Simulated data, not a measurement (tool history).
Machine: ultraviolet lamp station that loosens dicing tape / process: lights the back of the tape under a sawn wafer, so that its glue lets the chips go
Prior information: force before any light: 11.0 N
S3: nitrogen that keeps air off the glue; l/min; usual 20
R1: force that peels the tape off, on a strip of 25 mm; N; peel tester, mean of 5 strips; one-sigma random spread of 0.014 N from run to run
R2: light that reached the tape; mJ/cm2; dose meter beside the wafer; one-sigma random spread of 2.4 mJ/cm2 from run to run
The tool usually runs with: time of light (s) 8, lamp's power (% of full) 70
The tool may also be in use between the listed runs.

run 1 hour=0.0 | time_of_light_(s)=8 lamp's_power_(%_of_full)=70 S3=20 | R1=0.646 R2=266
run 2 hour=28.8 | time_of_light_(s)=8 lamp's_power_(%_of_full)=70 S3=20 | R1=0.653 R2=267
run 3 hour=90.5 | time_of_light_(s)=8 lamp's_power_(%_of_full)=70 S3=20 | R1=0.662 R2=266
run 4 hour=149.8 | time_of_light_(s)=12 lamp's_power_(%_of_full)=70 S3=20 | R1=0.266 R2=397
run 5 hour=203.7 | time_of_light_(s)=8 lamp's_power_(%_of_full)=70 S3=20 | R1=0.650 R2=269
run 6 hour=259.0 | time_of_light_(s)=14 lamp's_power_(%_of_full)=70 S3=20 | R1=0.208 R2=465
run 7 hour=299.1 | time_of_light_(s)=8 lamp's_power_(%_of_full)=70 S3=20 | R1=0.654 R2=268
run 8 hour=332.4 | time_of_light_(s)=8 lamp's_power_(%_of_full)=70 S3=20 | R1=0.678 R2=267
run 9 hour=364.4 | time_of_light_(s)=8 lamp's_power_(%_of_full)=70 S3=20 | R1=0.667 R2=266
run 10 hour=407.3 | time_of_light_(s)=12 lamp's_power_(%_of_full)=70 S3=9 | R1=0.384 R2=399
run 11 hour=442.6 | time_of_light_(s)=13 lamp's_power_(%_of_full)=70 S3=22 | R1=0.225 R2=432
run 12 hour=482.2 | time_of_light_(s)=6 lamp's_power_(%_of_full)=61 S3=20 | R1=1.629 R2=173
run 13 hour=540.3 | time_of_light_(s)=14 lamp's_power_(%_of_full)=79 S3=9 | R1=0.222 R2=523
run 14 hour=606.1 | time_of_light_(s)=8 lamp's_power_(%_of_full)=70 S3=9 | R1=1.013 R2=260
run 15 hour=638.4 | time_of_light_(s)=13 lamp's_power_(%_of_full)=68 S3=20 | R1=0.232 R2=418
run 16 hour=687.0 | time_of_light_(s)=4 lamp's_power_(%_of_full)=68 S3=14 | R1=2.946 R2=127
run 17 hour=718.0 | time_of_light_(s)=6 lamp's_power_(%_of_full)=70 S3=9 | R1=1.756 R2=195

What if the next run were any one of these 5? Each begins from the tool's condition after run 17:
run A hour=747.4 | time_of_light_(s)=6 lamp's_power_(%_of_full)=70 S3=20 | R1=? R2=?
run B hour=747.4 | time_of_light_(s)=5 lamp's_power_(%_of_full)=71 S3=22 | R1=? R2=?
run C hour=747.4 | time_of_light_(s)=11 lamp's_power_(%_of_full)=94 S3=9 | R1=? R2=?
run D hour=747.4 | time_of_light_(s)=5 lamp's_power_(%_of_full)=77 S3=28 | R1=? R2=?
run E hour=747.4 | time_of_light_(s)=11 lamp's_power_(%_of_full)=91 S3=9 | R1=? R2=?

run=A R1=1.317 R2=202
run=B R1=1.676 R2=167
run=C R1=0.256 R2=491
run=D R1=1.308 R2=181
run=E R1=0.276 R2=474
Had the tool no hidden state, the same runs would have come out as:
run=A R1=1.311 R2=203
run=B R1=1.669 R2=168
run=C R1=0.255 R2=492
run=D R1=1.302 R2=181
run=E R1=0.274 R2=475
